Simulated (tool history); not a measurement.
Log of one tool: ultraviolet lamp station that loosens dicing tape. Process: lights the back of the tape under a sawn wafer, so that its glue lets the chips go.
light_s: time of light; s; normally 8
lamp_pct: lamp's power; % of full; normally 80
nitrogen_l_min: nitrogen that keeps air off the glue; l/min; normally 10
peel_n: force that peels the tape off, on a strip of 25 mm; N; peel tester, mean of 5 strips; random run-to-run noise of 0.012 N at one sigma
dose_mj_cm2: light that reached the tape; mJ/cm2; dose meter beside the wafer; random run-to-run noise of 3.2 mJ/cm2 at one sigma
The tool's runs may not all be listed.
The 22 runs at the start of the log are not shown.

run   hour  light_s  lamp_pct  nitrogen_l_min  hours of work of the lamp  hours of work since the window was cleaned  peel_n  dose_mj_cm2
 23  312.8        8        80              10                        284                                         136     0.6          451
 24    326        5        71               7                        292                                         144   1.329          249
 25    339        9        98              10                        300                                         152   0.402          620
 26  352.9        9        98              10                        309                                         160   0.397          618
 27  368.2        8        80               3                        319                                         170   1.107          443
 28  382.1        9        87              17                        327                                         178   0.387          551
 29  401.2       10        87               6                        339                                         190   0.542          599
 30  424.1        8        80               8                        353                                         205   0.696          440
 31  447.6        8        69               4                        368                                         219   1.133          373
 32  457.5        8        69               4                        374                                         225   1.153          378
 33  474.7        5        74               6                        385                                         236   1.409          247
 34  486.8        4        74              10                        392                                         243   1.389          201
 35  508.3       13        95               3                        406                                         257   0.543          840
 36  522.5       13        85               3                        414                                         266    0.61          738
 37  535.5        9        93              11                        422                                         274   0.453          563
 38  559.2        9        93              11                        437                                         288   0.448          556
 39  572.5        9        91               9                        445                                         297   0.482          539
 40  584.1       11        75               4                        453                                         304    0.75          547
 41  601.4       11        75               4                        463                                         315   0.763          545
 42  615.9        8        88               6                        472                                         324   0.765          462
 43    626        8        88               6                        479                                         330   0.774          462
 44    648        8        76               6                        492                                         343   0.905          399
 45  666.3       11        99               9                        504                                         355   0.356          708

Predict each of these 3 candidate next runs independently; none follows another, all start after run 45:
  A  685.9       14        88               9                        516                                         367       ?            ?
  B  685.9       11        98               9                        516                                         367       ?            ?
  C  685.9        5        74               9                        516                                         367       ?            ?

run  peel_n  dose_mj_cm2
  A    0.34          799
  B   0.392          701
  C   1.297          239
Take away the tool's hidden state, keep each run's random variation, and the runs would have read:
run  peel_n  dose_mj_cm2
  A    0.29          984
  B   0.324          863
  C   1.068          294
